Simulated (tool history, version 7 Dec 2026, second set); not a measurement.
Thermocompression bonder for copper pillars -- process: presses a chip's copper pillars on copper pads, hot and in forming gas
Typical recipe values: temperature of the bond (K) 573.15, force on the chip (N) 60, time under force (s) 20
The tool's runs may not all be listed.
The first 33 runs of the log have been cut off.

| run | hour | temperature of the bond (K) | force on the chip (N) | time under force (s) | force that shears a chip off (N) |
|---|---|---|---|---|---|
| 34 | 216.5 | 601.15 | 53 | 31 | 73.3 |
| 35 | 225.9 | 585.15 | 53 | 26 | 58.8 |
| 36 | 229.7 | 550.15 | 47 | 43 | 37.9 |
| 37 | 235.4 | 550.15 | 47 | 43 | 37.2 |
| 38 | 242.2 | 564.15 | 47 | 14 | 29.2 |
| 39 | 251.1 | 595.15 | 36 | 17 | 39.4 |
| 40 | 258.8 | 595.15 | 36 | 17 | 38.2 |
| 41 | 266.9 | 573.15 | 75 | 14 | 53.1 |

Branching from run 41: 3 alternative next runs. What would each branch give?
| A | 271.2 | 573.15 | 70 | 23 | ? |
| B | 271.2 | 550.15 | 60 | 20 | ? |
| C | 271.2 | 553.15 | 50 | 29 | ? |

| run | force that shears a chip off (N) |
|---|---|
| A | 59.7 |
| B | 35.5 |
| C | 35.4 |
The same runs, with their run-to-run variation unchanged, on a tool lacking any hidden condition would have given:
| run | force that shears a chip off (N) |
|---|---|
| A | 67.5 |
| B | 41.5 |
| C | 41.4 |

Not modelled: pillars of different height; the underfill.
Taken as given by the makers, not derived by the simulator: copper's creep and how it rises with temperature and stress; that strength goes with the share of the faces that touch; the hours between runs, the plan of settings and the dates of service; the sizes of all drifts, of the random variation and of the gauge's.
